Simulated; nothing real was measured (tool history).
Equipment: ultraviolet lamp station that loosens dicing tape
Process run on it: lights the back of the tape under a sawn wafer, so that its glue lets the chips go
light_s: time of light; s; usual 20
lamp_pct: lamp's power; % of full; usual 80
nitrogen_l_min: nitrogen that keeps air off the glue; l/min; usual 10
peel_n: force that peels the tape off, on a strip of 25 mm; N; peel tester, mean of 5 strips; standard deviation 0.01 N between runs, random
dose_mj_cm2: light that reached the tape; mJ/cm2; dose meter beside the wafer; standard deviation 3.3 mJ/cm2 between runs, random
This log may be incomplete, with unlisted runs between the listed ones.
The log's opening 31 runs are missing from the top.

run    hour  light_s  lamp_pct  nitrogen_l_min  hours of work of the lamp  hours of work since the window was cleaned  peel_n  dose_mj_cm2
 32  1517.4       28        92              11                        765                                         251   0.241          687
 33  1569.6       28        92              11                        803                                         290   0.232          684
 34  1625.3       28        92              11                        844                                         330   0.250          671
 35  1663.9       28        91               9                        872                                         358   0.309          656
 36  1700.3       28        91               9                        899                                         385   0.306          639
 37  1747.8       20        61               8                        934                                         420   1.514          298
 38  1819.9       22        94               3                        986                                         473   1.319          497
 39  1883.5       23        80              15                       1033                                         519   0.485          432
     1899.8  -- window cleaned of glue's vapour
 40  1926.6       23        80              15                       1064                                          20   0.357          498
 41  1996.5       23        99              17                       1115                                          71   0.236          599
 42  2031.3       19        67              12                       1141                                          96   0.996          334

5 ways to go on from here, each from the tool as it stands after run 42. What would each give?
  A  2060.4       38        84               5                       1162                                         117       ?            ?
  B  2060.4       12        67              12                       1162                                         117       ?            ?
  C  2060.4       12        80              11                       1162                                         117       ?            ?
  D  2060.4       16        67               7                       1162                                         117       ?            ?
  E  2060.4       20        80               5                       1162                                         117       ?            ?

run  peel_n  dose_mj_cm2
  A   0.315          825
  B   2.032          206
  C   1.751          248
  D   1.889          280
  E   1.241          407
With no hidden state in the tool, these same runs would have given:
run  peel_n  dose_mj_cm2
  A   0.210         1044
  B   1.453          261
  C   1.200          314
  D   1.319          354
  E   0.801          517
